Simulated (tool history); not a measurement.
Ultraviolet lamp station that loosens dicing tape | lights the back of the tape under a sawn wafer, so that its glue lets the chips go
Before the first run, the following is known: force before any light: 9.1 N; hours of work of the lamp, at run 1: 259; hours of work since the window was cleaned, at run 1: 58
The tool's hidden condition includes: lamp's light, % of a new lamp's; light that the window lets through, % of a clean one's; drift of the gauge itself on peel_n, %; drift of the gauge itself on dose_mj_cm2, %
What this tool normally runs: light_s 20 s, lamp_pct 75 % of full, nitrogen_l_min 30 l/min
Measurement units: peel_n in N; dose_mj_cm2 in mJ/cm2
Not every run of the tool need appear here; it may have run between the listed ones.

| run | hour | light_s | lamp_pct | nitrogen_l_min | hours of work of the lamp | hours of work since the window was cleaned | peel_n | dose_mj_cm2 |
|---|---|---|---|---|---|---|---|---|
| 1 | 0.0 | 20 | 75 | 30 | 259 | 58 | 0.614 | 305 |
| 2 | 9.2 | 20 | 75 | 21 | 266 | 64 | 0.786 | 300 |
| 3 | 28.0 | 20 | 75 | 21 | 280 | 78 | 0.779 | 296 |
| 4 | 36.4 | 20 | 75 | 20 | 286 | 84 | 0.786 | 299 |
| 5 | 53.3 | 26 | 75 | 30 | 298 | 96 | 0.408 | 384 |
| 6 | 62.6 | 20 | 75 | 30 | 305 | 103 | 0.638 | 294 |
| 7 | 75.9 | 36 | 75 | 30 | 314 | 113 | 0.287 | 529 |
| 8 | 95.2 | 36 | 75 | 30 | 328 | 127 | 0.291 | 525 |
| 9 | 113.0 | 36 | 75 | 30 | 341 | 140 | 0.290 | 522 |
| 10 | 131.0 | 36 | 75 | 30 | 354 | 153 | 0.286 | 519 |
| 11 | 147.4 | 36 | 75 | 30 | 366 | 165 | 0.295 | 513 |
| 12 | 159.6 | 36 | 91 | 30 | 375 | 174 | 0.257 | 626 |
| 13 | 174.0 | 36 | 91 | 30 | 385 | 184 | 0.254 | 620 |
| 14 | 185.2 | 18 | 91 | 30 | 394 | 192 | 0.603 | 309 |
| 15 | 197.9 | 18 | 91 | 30 | 403 | 201 | 0.609 | 310 |
| 16 | 216.0 | 18 | 91 | 30 | 416 | 215 | 0.626 | 304 |
| 17 | 230.4 | 24 | 75 | 28 | 426 | 225 | 0.543 | 334 |
| 18 | 242.6 | 27 | 61 | 10 | 435 | 234 | 1.160 | 303 |
| 19 | 252.6 | 27 | 61 | 10 | 443 | 241 | 1.182 | 298 |

Consider 4 possible next runs. They are alternatives, not a sequence: every one starts from the tool as it was left by run 19. What does each give?
| A | 263.4 | 18 | 75 | 30 | 450 | 249 | ? | ? |
| B | 263.4 | 32 | 75 | 30 | 450 | 249 | ? | ? |
| C | 263.4 | 20 | 63 | 30 | 450 | 249 | ? | ? |
| D | 263.4 | 15 | 98 | 11 | 450 | 249 | ? | ? |

| run | peel_n | dose_mj_cm2 |
|---|---|---|
| A | 0.941 | 246 |
| B | 0.347 | 437 |
| C | 1.037 | 230 |
| D | 1.376 | 272 |
Stripped of hidden state, with their random variation kept, the same runs would have yielded:
| run | peel_n | dose_mj_cm2 |
|---|---|---|
| A | 0.662 | 296 |
| B | 0.289 | 527 |
| C | 0.729 | 277 |
| D | 0.988 | 328 |
